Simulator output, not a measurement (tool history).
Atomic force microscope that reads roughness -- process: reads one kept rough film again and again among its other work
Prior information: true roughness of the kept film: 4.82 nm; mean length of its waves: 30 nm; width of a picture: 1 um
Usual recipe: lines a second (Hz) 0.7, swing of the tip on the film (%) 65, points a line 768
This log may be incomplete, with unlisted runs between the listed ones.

| run | hour | lines a second (Hz) | swing of the tip on the film (%) | points a line | roughness of the kept film (nm (root mean square)) |
|---|---|---|---|---|---|
| 1 | 0 | 0.7 | 65 | 768 | 4.059 |
| 2 | 32.8 | 0.7 | 65 | 768 | 4.065 |
|  | 47.6 | new tip fitted |
| 3 | 72.5 | 0.7 | 73 | 768 | 4.034 |
| 4 | 112.6 | 0.7 | 73 | 768 | 4.04 |
| 5 | 145.2 | 0.7 | 70 | 768 | 4.04 |
| 6 | 182.9 | 0.7 | 65 | 768 | 4.096 |
|  | 237.8 | new tip fitted |
| 7 | 244 | 0.7 | 65 | 768 | 4.063 |
| 8 | 282.1 | 0.7 | 65 | 768 | 4.106 |
| 9 | 337.3 | 0.7 | 65 | 768 | 4.05 |
| 10 | 379.9 | 0.7 | 65 | 768 | 4.047 |
|  | 425.6 | new tip fitted |
| 11 | 432.1 | 0.7 | 65 | 768 | 4.048 |
| 12 | 469.6 | 0.7 | 65 | 768 | 4.066 |
| 13 | 495 | 0.7 | 65 | 768 | 4.096 |
| 14 | 537.9 | 1.51 | 65 | 768 | 3.985 |
| 15 | 567.9 | 0.7 | 68 | 768 | 4.084 |
|  | 613.7 | new tip fitted |
| 16 | 628.5 | 0.7 | 65 | 768 | 4.106 |
| 17 | 663.2 | 0.7 | 65 | 768 | 4.107 |
| 18 | 702.9 | 0.7 | 66 | 759 | 4.11 |
| 19 | 753.7 | 1.526 | 66 | 444 | 3.924 |
|  | 802 | new tip fitted |
| 20 | 802 | 1.526 | 66 | 444 | 3.983 |
| 21 | 843.2 | 1.155 | 57 | 621 | 4.074 |
| 22 | 881.3 | 0.7 | 71 | 302 | 4.021 |
| 23 | 915.6 | 1.742 | 86 | 900 | 3.536 |
| 24 | 974.5 | 1.742 | 86 | 900 | 3.561 |
|  | 991.4 | new tip fitted |
| 25 | 1027.9 | 0.7 | 80 | 580 | 3.993 |
| 26 | 1086.3 | 0.7 | 80 | 299 | 3.904 |
| 27 | 1111.6 | 2.117 | 80 | 885 | 3.58 |
| 28 | 1156.1 | 2.117 | 72 | 326 | 3.725 |
|  | 1179.5 | new tip fitted |
| 29 | 1213.6 | 2.117 | 72 | 326 | 3.787 |
| 30 | 1239.8 | 2.039 | 68 | 768 | 3.838 |
| 31 | 1264.7 | 2.091 | 58 | 918 | 4.011 |
| 32 | 1290.2 | 2.091 | 65 | 307 | 3.881 |
| 33 | 1324 | 1.432 | 77 | 335 | 3.752 |
|  | 1367.3 | new tip fitted |
| 34 | 1373.6 | 1.432 | 77 | 335 | 3.834 |

Here are 4 independent what-if runs from the current tool condition. What would each one return?
| A | 1421 | 1.031 | 65 | 325 | ? |
| B | 1421 | 0.914 | 59 | 634 | ? |
| C | 1421 | 2.164 | 55 | 295 | ? |
| D | 1421 | 0.709 | 66 | 599 | ? |

| run | roughness of the kept film (nm (root mean square)) |
|---|---|
| A | 4.004 |
| B | 4.107 |
| C | 4.009 |
| D | 4.108 |
With the hidden condition removed and each run's random variation left untouched, the same runs would have given:
| run | roughness of the kept film (nm (root mean square)) |
|---|---|
| A | 4.01 |
| B | 4.113 |
| C | 4.015 |
| D | 4.114 |
